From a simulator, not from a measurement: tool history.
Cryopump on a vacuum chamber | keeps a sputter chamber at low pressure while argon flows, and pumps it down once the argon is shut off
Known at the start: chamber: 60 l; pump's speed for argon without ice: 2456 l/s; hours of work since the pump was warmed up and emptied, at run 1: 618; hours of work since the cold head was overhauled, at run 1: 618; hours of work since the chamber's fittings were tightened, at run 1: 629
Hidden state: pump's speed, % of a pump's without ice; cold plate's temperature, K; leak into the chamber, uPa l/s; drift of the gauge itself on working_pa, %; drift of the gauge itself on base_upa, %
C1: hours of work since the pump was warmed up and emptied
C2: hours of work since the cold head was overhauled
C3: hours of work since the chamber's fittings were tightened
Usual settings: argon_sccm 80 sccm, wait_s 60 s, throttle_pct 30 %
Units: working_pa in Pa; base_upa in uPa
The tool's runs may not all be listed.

{"run": 1, "hour": 0.0, "argon_sccm": 80, "wait_s": 60, "throttle_pct": 30, "C1": 618, "C2": 618, "C3": 629, "working_pa": 0.1912, "base_upa": 1.68}
{"run": 2, "hour": 70.4, "argon_sccm": 80, "wait_s": 60, "throttle_pct": 30, "C1": 668, "C2": 668, "C3": 679, "working_pa": 0.1913, "base_upa": 1.78}
{"run": 3, "hour": 136.5, "argon_sccm": 80, "wait_s": 60, "throttle_pct": 30, "C1": 716, "C2": 716, "C3": 726, "working_pa": 0.1935, "base_upa": 1.85}
{"run": 4, "hour": 207.7, "argon_sccm": 80, "wait_s": 60, "throttle_pct": 30, "C1": 767, "C2": 767, "C3": 777, "working_pa": 0.1936, "base_upa": 1.93}
{"run": 5, "hour": 312.2, "argon_sccm": 85, "wait_s": 60, "throttle_pct": 30, "C1": 842, "C2": 842, "C3": 852, "working_pa": 0.2091, "base_upa": 2.11}
{"run": 6, "hour": 377.4, "argon_sccm": 154, "wait_s": 60, "throttle_pct": 30, "C1": 888, "C2": 888, "C3": 899, "working_pa": 0.3765, "base_upa": 2.17}
{"run": 7, "hour": 482.8, "argon_sccm": 154, "wait_s": 60, "throttle_pct": 30, "C1": 964, "C2": 964, "C3": 974, "working_pa": 0.3789, "base_upa": 2.28}
{"run": 8, "hour": 575.2, "argon_sccm": 80, "wait_s": 60, "throttle_pct": 30, "C1": 1030, "C2": 1030, "C3": 1040, "working_pa": 0.197, "base_upa": 2.46}
{"run": 9, "hour": 685.5, "argon_sccm": 127, "wait_s": 60, "throttle_pct": 30, "C1": 1109, "C2": 1109, "C3": 1119, "working_pa": 0.3172, "base_upa": 2.51}
{"hour": 704.2, "done": "pump warmed up, emptied and cooled again"}
{"run": 10, "hour": 744.3, "argon_sccm": 80, "wait_s": 60, "throttle_pct": 30, "C1": 29, "C2": 1147, "C3": 1158, "working_pa": 0.1847, "base_upa": 2.22}
{"run": 11, "hour": 790.9, "argon_sccm": 80, "wait_s": 60, "throttle_pct": 30, "C1": 62, "C2": 1181, "C3": 1191, "working_pa": 0.1832, "base_upa": 2.28}
{"run": 12, "hour": 853.0, "argon_sccm": 80, "wait_s": 60, "throttle_pct": 30, "C1": 107, "C2": 1225, "C3": 1236, "working_pa": 0.1838, "base_upa": 2.38}
{"hour": 907.3, "done": "leaking fittings of the chamber tightened, without venting"}
{"run": 13, "hour": 907.3, "argon_sccm": 80, "wait_s": 60, "throttle_pct": 30, "C1": 144, "C2": 1262, "C3": 0, "working_pa": 0.1857, "base_upa": 0.91}
{"run": 14, "hour": 973.4, "argon_sccm": 80, "wait_s": 60, "throttle_pct": 30, "C1": 191, "C2": 1310, "C3": 47, "working_pa": 0.1856, "base_upa": 0.93}
{"run": 15, "hour": 1058.0, "argon_sccm": 80, "wait_s": 60, "throttle_pct": 30, "C1": 252, "C2": 1370, "C3": 108, "working_pa": 0.1866, "base_upa": 1.0}
{"run": 16, "hour": 1168.8, "argon_sccm": 80, "wait_s": 60, "throttle_pct": 30, "C1": 331, "C2": 1450, "C3": 187, "working_pa": 0.1875, "base_upa": 1.16}
{"run": 17, "hour": 1253.2, "argon_sccm": 80, "wait_s": 60, "throttle_pct": 30, "C1": 391, "C2": 1510, "C3": 248, "working_pa": 0.1889, "base_upa": 1.18}
{"run": 18, "hour": 1340.9, "argon_sccm": 80, "wait_s": 60, "throttle_pct": 30, "C1": 454, "C2": 1573, "C3": 310, "working_pa": 0.1905, "base_upa": 1.3}
{"run": 19, "hour": 1452.2, "argon_sccm": 45, "wait_s": 60, "throttle_pct": 45, "C1": 534, "C2": 1652, "C3": 390, "working_pa": 0.0726, "base_upa": 1.42}
{"run": 20, "hour": 1557.7, "argon_sccm": 126, "wait_s": 26, "throttle_pct": 47, "C1": 609, "C2": 1728, "C3": 465, "working_pa": 0.1983, "base_upa": 2.59}
{"run": 21, "hour": 1626.8, "argon_sccm": 80, "wait_s": 119, "throttle_pct": 33, "C1": 659, "C2": 1777, "C3": 515, "working_pa": 0.176, "base_upa": 1.22}
{"run": 22, "hour": 1732.5, "argon_sccm": 80, "wait_s": 119, "throttle_pct": 33, "C1": 735, "C2": 1853, "C3": 591, "working_pa": 0.1761, "base_upa": 1.37}
{"run": 23, "hour": 1813.3, "argon_sccm": 80, "wait_s": 119, "throttle_pct": 33, "C1": 792, "C2": 1911, "C3": 648, "working_pa": 0.1765, "base_upa": 1.43}
{"run": 24, "hour": 1894.6, "argon_sccm": 80, "wait_s": 119, "throttle_pct": 33, "C1": 851, "C2": 1969, "C3": 707, "working_pa": 0.1778, "base_upa": 1.51}
{"run": 25, "hour": 1983.0, "argon_sccm": 80, "wait_s": 119, "throttle_pct": 33, "C1": 914, "C2": 2032, "C3": 770, "working_pa": 0.1785, "base_upa": 1.63}
{"run": 26, "hour": 2062.3, "argon_sccm": 150, "wait_s": 60, "throttle_pct": 54, "C1": 971, "C2": 2089, "C3": 827, "working_pa": 0.2169, "base_upa": 2.14}
{"run": 27, "hour": 2107.4, "argon_sccm": 80, "wait_s": 60, "throttle_pct": 17, "C1": 1003, "C2": 2121, "C3": 859, "working_pa": 0.3391, "base_upa": 2.14}
{"run": 28, "hour": 2187.1, "argon_sccm": 80, "wait_s": 60, "throttle_pct": 17, "C1": 1060, "C2": 2178, "C3": 916, "working_pa": 0.3394, "base_upa": 2.26}
{"run": 29, "hour": 2256.1, "argon_sccm": 80, "wait_s": 60, "throttle_pct": 17, "C1": 1109, "C2": 2228, "C3": 965, "working_pa": 0.3368, "base_upa": 2.26}
{"hour": 2275.6, "done": "pump warmed up, emptied and cooled again"}
{"run": 30, "hour": 2320.7, "argon_sccm": 149, "wait_s": 106, "throttle_pct": 30, "C1": 32, "C2": 2270, "C3": 1008, "working_pa": 0.3437, "base_upa": 1.74}
{"run": 31, "hour": 2366.3, "argon_sccm": 80, "wait_s": 63, "throttle_pct": 55, "C1": 65, "C2": 2303, "C3": 1041, "working_pa": 0.1028, "base_upa": 2.01}
{"run": 32, "hour": 2413.5, "argon_sccm": 148, "wait_s": 116, "throttle_pct": 29, "C1": 99, "C2": 2337, "C3": 1074, "working_pa": 0.3535, "base_upa": 1.77}
{"run": 33, "hour": 2493.3, "argon_sccm": 148, "wait_s": 116, "throttle_pct": 29, "C1": 156, "C2": 2394, "C3": 1131, "working_pa": 0.3556, "base_upa": 1.89}
{"run": 34, "hour": 2547.4, "argon_sccm": 44, "wait_s": 95, "throttle_pct": 37, "C1": 195, "C2": 2433, "C3": 1170, "working_pa": 0.0843, "base_upa": 2.07}
{"run": 35, "hour": 2629.8, "argon_sccm": 44, "wait_s": 227, "throttle_pct": 23, "C1": 253, "C2": 2492, "C3": 1229, "working_pa": 0.1339, "base_upa": 1.89}

The same runs without the tool's hidden state, with the same run-to-run variation:
run=1 working_pa=0.1833 base_upa=0.82
run=2 working_pa=0.1827 base_upa=0.87
run=3 working_pa=0.1841 base_upa=0.86
run=4 working_pa=0.1835 base_upa=0.85
run=5 working_pa=0.1971 base_upa=0.89
run=6 working_pa=0.3534 base_upa=0.89
run=7 working_pa=0.3538 base_upa=0.87
run=8 working_pa=0.1829 base_upa=0.90
run=9 working_pa=0.2927 base_upa=0.86
run=10 working_pa=0.1835 base_upa=0.86
run=11 working_pa=0.1817 base_upa=0.88
run=12 working_pa=0.1818 base_upa=0.91
run=13 working_pa=0.1833 base_upa=0.91
run=14 working_pa=0.1826 base_upa=0.86
run=15 working_pa=0.1829 base_upa=0.86
run=16 working_pa=0.1829 base_upa=0.91
run=17 working_pa=0.1835 base_upa=0.85
run=18 working_pa=0.1842 base_upa=0.88
run=19 working_pa=0.0685 base_upa=0.90
run=20 working_pa=0.1853 base_upa=1.93
run=21 working_pa=0.1671 base_upa=0.49
run=22 working_pa=0.1663 base_upa=0.52
run=23 working_pa=0.1658 base_upa=0.50
run=24 working_pa=0.1661 base_upa=0.48
run=25 working_pa=0.1659 base_upa=0.49
run=26 working_pa=0.1914 base_upa=0.90
run=27 working_pa=0.3250 base_upa=0.86
run=28 working_pa=0.3244 base_upa=0.85
run=29 working_pa=0.3211 base_upa=0.83
run=30 working_pa=0.3406 base_upa=0.53
run=31 working_pa=0.1008 base_upa=0.79
run=32 working_pa=0.3492 base_upa=0.50
run=33 working_pa=0.3501 base_upa=0.51
run=34 working_pa=0.0824 base_upa=0.61
run=35 working_pa=0.1316 base_upa=0.33
